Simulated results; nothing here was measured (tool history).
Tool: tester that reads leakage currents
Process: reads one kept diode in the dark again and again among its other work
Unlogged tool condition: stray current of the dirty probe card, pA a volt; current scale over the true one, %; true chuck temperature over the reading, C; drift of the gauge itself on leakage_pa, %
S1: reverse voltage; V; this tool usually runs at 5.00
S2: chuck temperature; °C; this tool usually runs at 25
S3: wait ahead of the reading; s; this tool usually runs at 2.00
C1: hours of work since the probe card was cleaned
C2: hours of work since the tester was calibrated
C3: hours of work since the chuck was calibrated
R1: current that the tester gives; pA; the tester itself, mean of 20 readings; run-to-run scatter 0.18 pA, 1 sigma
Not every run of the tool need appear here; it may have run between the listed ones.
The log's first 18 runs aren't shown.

run 19 day=17.875 | S1=6.23 S2=25 S3=2.00 | C1=1471 C2=507 C3=349 | R1=60.93
run 20 day=18.708 | S1=6.23 S2=25 S3=2.00 | C1=1484 C2=520 C3=362 | R1=61.27
run 21 day=19.750 | S1=2.62 S2=32 S3=2.00 | C1=1501 C2=537 C3=378 | R1=70.21
run 22 day=20.767 | S1=2.54 S2=22 S3=5.23 | C1=1517 C2=552 C3=394 | R1=27.39
run 23 day=21.521 | S1=5.91 S2=20 S3=1.31 | C1=1528 C2=564 C3=406 | R1=36.74
run 24 day=22.429 | S1=4.45 S2=27 S3=4.53 | C1=1542 C2=578 C3=420 | R1=59.80
run 25 day=23.838 | S1=4.45 S2=27 S3=4.53 | C1=1564 C2=600 C3=442 | R1=59.70
run 26 day=25.038 | S1=4.45 S2=27 S3=4.53 | C1=1583 C2=619 C3=461 | R1=59.34
run 27 day=25.925 | S1=4.45 S2=27 S3=4.53 | C1=1597 C2=633 C3=475 | R1=59.17
run 28 day=27.100 | S1=4.45 S2=59 S3=0.54 | C1=1615 C2=651 C3=493 | R1=852.06
run 29 day=28.542 | S1=4.45 S2=59 S3=0.54 | C1=1638 C2=674 C3=515 | R1=852.62
run 30 day=29.900 | S1=4.45 S2=59 S3=0.54 | C1=1659 C2=695 C3=537 | R1=850.67
run 31 day=30.838 | S1=2.58 S2=25 S3=1.63 | C1=1674 C2=709 C3=551 | R1=35.35
run 32 day=31.958 | S1=1.76 S2=25 S3=2.00 | C1=1691 C2=727 C3=569 | R1=28.43
run 33 day=32.646 | S1=1.76 S2=25 S3=2.00 | C1=1702 C2=738 C3=579 | R1=28.34
run 34 day=33.238 | S1=15.78 S2=25 S3=2.00 | C1=1711 C2=747 C3=589 | R1=100.39
run 35 day=34.025 | S1=3.92 S2=25 S3=4.83 | C1=1723 C2=759 C3=601 | R1=44.49
run 36 day=35.412 | S1=3.92 S2=25 S3=4.83 | C1=1745 C2=781 C3=623 | R1=44.29
run 37 day=36.821 | S1=10.27 S2=59 S3=4.83 | C1=1767 C2=803 C3=644 | R1=1345.38
run 38 day=37.783 | S1=10.27 S2=59 S3=4.83 | C1=1782 C2=818 C3=659 | R1=1334.23
run 39 day=39.046 | S1=10.27 S2=59 S3=4.83 | C1=1802 C2=837 C3=679 | R1=1329.53

Below are 3 alternative next runs, each starting from the tool's condition after run 39. Predict each:
run A day=40.379 | S1=1.46 S2=59 S3=4.83 | C1=1822 C2=858 C3=700 | R1=?
run B day=40.379 | S1=1.08 S2=25 S3=0.85 | C1=1822 C2=858 C3=700 | R1=?
run C day=40.379 | S1=10.27 S2=59 S3=4.32 | C1=1822 C2=858 C3=700 | R1=?

run=A R1=437.50
run=B R1=20.82
run=C R1=1325.25
Stripped of hidden state, with their random variation kept, the same runs would have yielded:
run=A R1=489.94
run=B R1=23.83
run=C R1=1483.20

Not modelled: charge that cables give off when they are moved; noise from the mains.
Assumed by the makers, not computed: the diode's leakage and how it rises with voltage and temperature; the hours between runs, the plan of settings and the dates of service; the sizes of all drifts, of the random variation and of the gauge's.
